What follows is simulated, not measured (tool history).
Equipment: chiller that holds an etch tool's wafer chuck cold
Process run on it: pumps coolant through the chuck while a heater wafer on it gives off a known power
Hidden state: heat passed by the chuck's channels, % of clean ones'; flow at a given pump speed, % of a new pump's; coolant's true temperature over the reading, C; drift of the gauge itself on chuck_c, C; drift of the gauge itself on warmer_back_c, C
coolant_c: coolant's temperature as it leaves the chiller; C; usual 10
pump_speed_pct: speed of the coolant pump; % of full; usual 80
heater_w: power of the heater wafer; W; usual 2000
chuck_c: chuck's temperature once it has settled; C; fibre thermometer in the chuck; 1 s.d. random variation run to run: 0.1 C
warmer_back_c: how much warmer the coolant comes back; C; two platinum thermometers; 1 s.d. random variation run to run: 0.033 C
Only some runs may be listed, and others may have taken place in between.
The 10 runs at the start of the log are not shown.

run   hour  coolant_c  pump_speed_pct  heater_w  hours since the coolant was changed and the channels were flushed  hours since the pump was overhauled  hours since the chiller's thermometer was calibrated  chuck_c  warmer_back_c
 11  302.5         10              80      2000                                                               2508                                 1772                                                   439     32.3           4.56
 12  346.1         10              80      2000                                                               2551                                 1816                                                   482     32.0           4.54
 13  373.2         10              80      2000                                                               2578                                 1843                                                   509     32.1           4.55
 14  394.9         10              80      2000                                                               2600                                 1865                                                   531     32.1           4.56
 15  418.2         10              80      2000                                                               2623                                 1888                                                   555     32.0           4.57
 16  441.2         10              80      2000                                                               2646                                 1911                                                   578     32.0           4.52
 17  468.0         10              80      2000                                                               2673                                 1938                                                   604     31.9           4.55
 18  494.1         10              77      1643                                                               2699                                 1964                                                   630     28.7           3.86
 19  528.4         10              77      1643                                                               2733                                 1998                                                   665     28.8           3.86
 20  558.4         10              77      1643                                                               2763                                 2028                                                   695     28.6           3.90
 21  585.8         10              68      2000                                                               2791                                 2056                                                   722     34.9           5.38
 22  622.2         10              62      1123                                                               2827                                 2092                                                   759     25.1           3.28
 23  656.2         10              83      2000                                                               2861                                 2126                                                   793     31.5           4.41
 24  681.7         11              80      1842                                                               2887                                 2151                                                   818     31.4           4.17
 25  720.2         10              65      2000                                                               2925                                 2190                                                   857     35.9           5.59
 26  740.1          7              69      2296                                                               2945                                 2210                                                   876     35.4           6.04
 27  773.7          2              70      2000                                                               2979                                 2243                                                   910     26.6           5.16
 28  811.5          2              70      2000                                                               3017                                 2281                                                   948     26.5           5.15
 29  838.8         18              80      2000                                                               3044                                 2309                                                   975     40.0           4.52
 30  875.9         18              67      2825                                                               3081                                 2346                                                  1012     53.7           7.75
 31  913.5         18              67      2825                                                               3119                                 2383                                                  1050     53.8           7.64

3 options for the next run, each taken on its own from the tool as it stands now. Forecast them:
  A  954.7         15              83      1945                                                               3160                                 2424                                                  1091        ?              ?
  B  954.7          2              80      1823                                                               3160                                 2424                                                  1091        ?              ?
  C  954.7          1              63      2825                                                               3160                                 2424                                                  1091        ?              ?

run  chuck_c  warmer_back_c
  A     35.9           4.24
  B     22.1           4.14
  C     38.5           8.21
Without the tool's unlogged condition, the same runs would have read:
run  chuck_c  warmer_back_c
  A     35.9           4.24
  B     22.1           4.14
  C     38.4           8.21

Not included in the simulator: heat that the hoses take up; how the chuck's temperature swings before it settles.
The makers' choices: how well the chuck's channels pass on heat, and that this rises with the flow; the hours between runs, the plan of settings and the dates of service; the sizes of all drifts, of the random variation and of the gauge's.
